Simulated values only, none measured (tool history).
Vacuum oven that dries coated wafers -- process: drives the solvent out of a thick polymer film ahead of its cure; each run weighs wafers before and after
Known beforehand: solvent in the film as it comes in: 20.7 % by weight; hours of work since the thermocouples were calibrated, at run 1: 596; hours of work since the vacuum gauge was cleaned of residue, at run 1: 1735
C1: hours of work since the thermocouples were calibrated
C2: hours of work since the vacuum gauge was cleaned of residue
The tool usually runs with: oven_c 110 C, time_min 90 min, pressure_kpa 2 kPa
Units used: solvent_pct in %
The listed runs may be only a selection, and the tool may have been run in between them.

{"run": 1, "hour": 0.0, "oven_c": 110, "time_min": 90, "pressure_kpa": 2, "C1": 596, "C2": 1735, "solvent_pct": 2.98}
{"run": 2, "hour": 54.0, "oven_c": 110, "time_min": 90, "pressure_kpa": 2, "C1": 630, "C2": 1769, "solvent_pct": 2.89}
{"run": 3, "hour": 104.9, "oven_c": 110, "time_min": 90, "pressure_kpa": 3.61, "C1": 663, "C2": 1802, "solvent_pct": 4.71}
{"run": 4, "hour": 152.8, "oven_c": 110, "time_min": 90, "pressure_kpa": 2, "C1": 693, "C2": 1832, "solvent_pct": 2.89}
{"run": 5, "hour": 239.6, "oven_c": 110, "time_min": 90, "pressure_kpa": 1.11, "C1": 749, "C2": 1888, "solvent_pct": 2.17}
{"hour": 321.1, "done": "vacuum gauge cleaned of residue and calibrated"}
{"run": 6, "hour": 321.1, "oven_c": 110, "time_min": 90, "pressure_kpa": 1.11, "C1": 800, "C2": 0, "solvent_pct": 1.96}
{"run": 7, "hour": 393.2, "oven_c": 110, "time_min": 90, "pressure_kpa": 1.11, "C1": 846, "C2": 46, "solvent_pct": 1.98}
{"run": 8, "hour": 459.8, "oven_c": 110, "time_min": 90, "pressure_kpa": 1.11, "C1": 888, "C2": 88, "solvent_pct": 1.99}
{"run": 9, "hour": 514.4, "oven_c": 116, "time_min": 90, "pressure_kpa": 1.11, "C1": 923, "C2": 123, "solvent_pct": 1.25}
{"run": 10, "hour": 597.8, "oven_c": 116, "time_min": 102, "pressure_kpa": 1.11, "C1": 976, "C2": 176, "solvent_pct": 1.1}
{"run": 11, "hour": 660.9, "oven_c": 116, "time_min": 102, "pressure_kpa": 1.11, "C1": 1016, "C2": 217, "solvent_pct": 1.23}
{"run": 12, "hour": 735.7, "oven_c": 110, "time_min": 90, "pressure_kpa": 2, "C1": 1064, "C2": 264, "solvent_pct": 2.86}
{"run": 13, "hour": 836.3, "oven_c": 110, "time_min": 90, "pressure_kpa": 2, "C1": 1128, "C2": 328, "solvent_pct": 3.02}
{"run": 14, "hour": 909.7, "oven_c": 110, "time_min": 90, "pressure_kpa": 2.32, "C1": 1175, "C2": 375, "solvent_pct": 3.3}
{"run": 15, "hour": 964.0, "oven_c": 110, "time_min": 90, "pressure_kpa": 2.32, "C1": 1209, "C2": 410, "solvent_pct": 3.19}
{"run": 16, "hour": 1063.9, "oven_c": 110, "time_min": 90, "pressure_kpa": 2.32, "C1": 1273, "C2": 473, "solvent_pct": 3.22}
{"run": 17, "hour": 1113.4, "oven_c": 112, "time_min": 146, "pressure_kpa": 1.25, "C1": 1304, "C2": 505, "solvent_pct": 1.34}
{"run": 18, "hour": 1185.5, "oven_c": 121, "time_min": 50, "pressure_kpa": 2.34, "C1": 1350, "C2": 551, "solvent_pct": 2.75}
{"run": 19, "hour": 1292.7, "oven_c": 106, "time_min": 64, "pressure_kpa": 2.34, "C1": 1419, "C2": 619, "solvent_pct": 5.44}
{"run": 20, "hour": 1361.1, "oven_c": 110, "time_min": 110, "pressure_kpa": 4.08, "C1": 1462, "C2": 663, "solvent_pct": 4.72}
{"run": 21, "hour": 1418.9, "oven_c": 107, "time_min": 47, "pressure_kpa": 7.64, "C1": 1499, "C2": 699, "solvent_pct": 11.67}
{"hour": 1439.1, "done": "oven's thermocouples calibrated"}
{"run": 22, "hour": 1515.0, "oven_c": 107, "time_min": 47, "pressure_kpa": 7.64, "C1": 48, "C2": 759, "solvent_pct": 11.79}
{"run": 23, "hour": 1573.8, "oven_c": 107, "time_min": 47, "pressure_kpa": 7.64, "C1": 86, "C2": 797, "solvent_pct": 11.65}
{"run": 24, "hour": 1631.1, "oven_c": 107, "time_min": 47, "pressure_kpa": 7.64, "C1": 122, "C2": 833, "solvent_pct": 11.75}
{"run": 25, "hour": 1688.6, "oven_c": 110, "time_min": 47, "pressure_kpa": 1.27, "C1": 159, "C2": 870, "solvent_pct": 4.68}
{"run": 26, "hour": 1777.0, "oven_c": 103, "time_min": 90, "pressure_kpa": 4.78, "C1": 215, "C2": 926, "solvent_pct": 8.2}

Hidden state at the last listed run before each entry between runs and at the first one after, where it differs:
Runs 5 to 6: vacuum gauge cleaned of residue and calibrated (hour 321.1)
  true wafer temperature over the reading, C: -0.02 -> -0.03; true pressure over the reading, kPa: 0.007 -> 0
Runs 21 to 22: oven's thermocouples calibrated (hour 1439.1)
  true wafer temperature over the reading, C: -0.05 -> 0.01
